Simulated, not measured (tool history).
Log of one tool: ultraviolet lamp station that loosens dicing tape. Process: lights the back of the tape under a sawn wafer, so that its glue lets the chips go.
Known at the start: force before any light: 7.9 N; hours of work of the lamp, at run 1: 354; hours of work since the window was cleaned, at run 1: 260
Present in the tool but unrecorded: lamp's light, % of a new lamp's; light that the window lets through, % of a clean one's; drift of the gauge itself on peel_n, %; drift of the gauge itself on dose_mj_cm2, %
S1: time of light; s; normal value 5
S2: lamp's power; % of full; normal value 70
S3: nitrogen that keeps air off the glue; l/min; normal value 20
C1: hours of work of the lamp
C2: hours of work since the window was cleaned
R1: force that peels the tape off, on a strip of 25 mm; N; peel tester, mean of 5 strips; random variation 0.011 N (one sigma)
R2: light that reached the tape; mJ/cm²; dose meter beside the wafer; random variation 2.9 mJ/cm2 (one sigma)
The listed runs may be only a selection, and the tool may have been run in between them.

{"run": 1, "day": 0.0, "S1": 5, "S2": 70, "S3": 20, "C1": 354, "C2": 260, "R1": 0.761, "R2": 336}
{"day": 0.167, "done": "window cleaned of glue's vapour"}
{"run": 2, "day": 0.392, "S1": 5, "S2": 70, "S3": 10, "C1": 359, "C2": 3, "R1": 0.996, "R2": 360}
{"run": 3, "day": 0.892, "S1": 4, "S2": 70, "S3": 20, "C1": 367, "C2": 11, "R1": 1.038, "R2": 287}
{"run": 4, "day": 1.454, "S1": 6, "S2": 70, "S3": 20, "C1": 375, "C2": 19, "R1": 0.457, "R2": 431}
{"run": 5, "day": 2.254, "S1": 6, "S2": 70, "S3": 20, "C1": 387, "C2": 30, "R1": 0.435, "R2": 423}
{"run": 6, "day": 2.938, "S1": 6, "S2": 70, "S3": 20, "C1": 396, "C2": 40, "R1": 0.454, "R2": 420}
{"run": 7, "day": 3.738, "S1": 6, "S2": 70, "S3": 20, "C1": 408, "C2": 52, "R1": 0.468, "R2": 428}
{"run": 8, "day": 4.467, "S1": 6, "S2": 70, "S3": 20, "C1": 419, "C2": 63, "R1": 0.492, "R2": 419}
{"run": 9, "day": 5.067, "S1": 6, "S2": 70, "S3": 20, "C1": 428, "C2": 71, "R1": 0.487, "R2": 414}
{"run": 10, "day": 5.575, "S1": 6, "S2": 70, "S3": 20, "C1": 435, "C2": 79, "R1": 0.482, "R2": 413}
{"run": 11, "day": 5.962, "S1": 6, "S2": 70, "S3": 20, "C1": 441, "C2": 85, "R1": 0.496, "R2": 412}
{"run": 12, "day": 6.579, "S1": 5, "S2": 80, "S3": 20, "C1": 450, "C2": 94, "R1": 0.528, "R2": 391}
{"run": 13, "day": 7.279, "S1": 5, "S2": 80, "S3": 20, "C1": 460, "C2": 104, "R1": 0.558, "R2": 387}
{"run": 14, "day": 7.696, "S1": 5, "S2": 80, "S3": 20, "C1": 466, "C2": 110, "R1": 0.57, "R2": 384}
{"run": 15, "day": 8.271, "S1": 5, "S2": 76, "S3": 16, "C1": 474, "C2": 118, "R1": 0.764, "R2": 366}
{"run": 16, "day": 9.054, "S1": 5, "S2": 74, "S3": 22, "C1": 486, "C2": 130, "R1": 0.649, "R2": 351}
{"run": 17, "day": 9.654, "S1": 5, "S2": 79, "S3": 15, "C1": 494, "C2": 138, "R1": 0.737, "R2": 377}
{"run": 18, "day": 10.15, "S1": 9, "S2": 79, "S3": 15, "C1": 502, "C2": 146, "R1": 0.18, "R2": 669}
{"run": 19, "day": 10.683, "S1": 9, "S2": 79, "S3": 15, "C1": 509, "C2": 153, "R1": 0.188, "R2": 661}
{"run": 20, "day": 11.483, "S1": 9, "S2": 79, "S3": 15, "C1": 521, "C2": 165, "R1": 0.187, "R2": 656}
{"run": 21, "day": 11.888, "S1": 9, "S2": 89, "S3": 12, "C1": 527, "C2": 171, "R1": 0.176, "R2": 746}
{"run": 22, "day": 12.671, "S1": 9, "S2": 89, "S3": 12, "C1": 539, "C2": 182, "R1": 0.166, "R2": 736}
{"run": 23, "day": 13.271, "S1": 2, "S2": 70, "S3": 35, "C1": 547, "C2": 191, "R1": 2.866, "R2": 129}
{"run": 24, "day": 13.871, "S1": 2, "S2": 74, "S3": 12, "C1": 556, "C2": 200, "R1": 3.471, "R2": 133}
{"run": 25, "day": 14.662, "S1": 4, "S2": 83, "S3": 38, "C1": 568, "C2": 211, "R1": 0.735, "R2": 298}

3 options for the next run, each taken on its own from the tool as it stands now. Forecast them:
{"run": "A", "day": 15.425, "S1": 2, "S2": 87, "S3": 9, "C1": 579, "C2": 223, "R1": "?", "R2": "?"}
{"run": "B", "day": 15.425, "S1": 7, "S2": 69, "S3": 16, "C1": 579, "C2": 223, "R1": "?", "R2": "?"}
{"run": "C", "day": 15.425, "S1": 5, "S2": 70, "S3": 20, "C1": 579, "C2": 223, "R1": "?", "R2": "?"}

run=A R1=3.159 R2=150
run=B R1=0.510 R2=437
run=C R1=0.856 R2=313
Without the tool's hidden state the same runs would have given:
run=A R1=2.399 R2=199
run=B R1=0.261 R2=576
run=C R1=0.459 R2=413

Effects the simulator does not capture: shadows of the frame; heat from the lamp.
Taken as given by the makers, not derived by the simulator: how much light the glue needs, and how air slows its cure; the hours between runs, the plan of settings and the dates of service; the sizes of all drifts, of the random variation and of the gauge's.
